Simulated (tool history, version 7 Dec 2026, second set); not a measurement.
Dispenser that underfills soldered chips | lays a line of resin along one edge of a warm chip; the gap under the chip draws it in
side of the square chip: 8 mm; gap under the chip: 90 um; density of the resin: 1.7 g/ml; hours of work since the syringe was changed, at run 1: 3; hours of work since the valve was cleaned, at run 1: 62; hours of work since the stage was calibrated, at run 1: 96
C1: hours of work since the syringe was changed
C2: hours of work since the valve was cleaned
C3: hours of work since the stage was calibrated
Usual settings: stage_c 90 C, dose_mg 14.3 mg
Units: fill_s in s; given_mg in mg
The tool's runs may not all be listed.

run 1 hour=0 | stage_c=90 dose_mg=14.3 | C1=3 C2=62 C3=96 | fill_s=42.3 given_mg=13.42
run 2 hour=4.3 | stage_c=90 dose_mg=14.3 | C1=6 C2=65 C3=99 | fill_s=54.4 given_mg=13.4
run 3 hour=8.3 | stage_c=79 dose_mg=14.3 | C1=9 C2=68 C3=101 | fill_s=113.7 given_mg=13.46
run 4 hour=10.7 | stage_c=90 dose_mg=15.3 | C1=10 C2=69 C3=103 | fill_s=75.6 given_mg=14.29
-- hour=11.8 new syringe of resin
run 5 hour=13.9 | stage_c=90 dose_mg=15.3 | C1=1 C2=71 C3=105 | fill_s=37.2 given_mg=14.37
run 6 hour=16.9 | stage_c=90 dose_mg=15.3 | C1=4 C2=73 C3=107 | fill_s=44.6 given_mg=14.29
run 7 hour=19.3 | stage_c=81 dose_mg=16.7 | C1=5 C2=75 C3=109 | fill_s=74.1 given_mg=15.51
run 8 hour=22.5 | stage_c=81 dose_mg=16.7 | C1=7 C2=77 C3=111 | fill_s=89.1 given_mg=15.69
run 9 hour=26.8 | stage_c=81 dose_mg=16.7 | C1=10 C2=80 C3=114 | fill_s=115.6 given_mg=15.49
-- hour=27.9 new syringe of resin
run 10 hour=31.8 | stage_c=103 dose_mg=13.3 | C1=3 C2=84 C3=117 | fill_s=25.2 given_mg=12.22
run 11 hour=34.3 | stage_c=103 dose_mg=13.3 | C1=4 C2=85 C3=119 | fill_s=28.2 given_mg=12.26

Forecast each of these 3 alternatives for the next run:
run A hour=36.7 | stage_c=86 dose_mg=13.2 | C1=6 C2=87 C3=121 | fill_s=? given_mg=?
run B hour=36.7 | stage_c=83 dose_mg=15.5 | C1=6 C2=87 C3=121 | fill_s=? given_mg=?
run C hour=36.7 | stage_c=89 dose_mg=16.1 | C1=6 C2=87 C3=121 | fill_s=? given_mg=?

run=A fill_s=67.6 given_mg=12.21
run=B fill_s=75.6 given_mg=14.18
run=C fill_s=56.9 given_mg=14.75
Without the tool's hidden state the same runs would have given:
run=A fill_s=38.2 given_mg=13.25
run=B fill_s=43.5 given_mg=15.4
run=C fill_s=32.7 given_mg=16.02

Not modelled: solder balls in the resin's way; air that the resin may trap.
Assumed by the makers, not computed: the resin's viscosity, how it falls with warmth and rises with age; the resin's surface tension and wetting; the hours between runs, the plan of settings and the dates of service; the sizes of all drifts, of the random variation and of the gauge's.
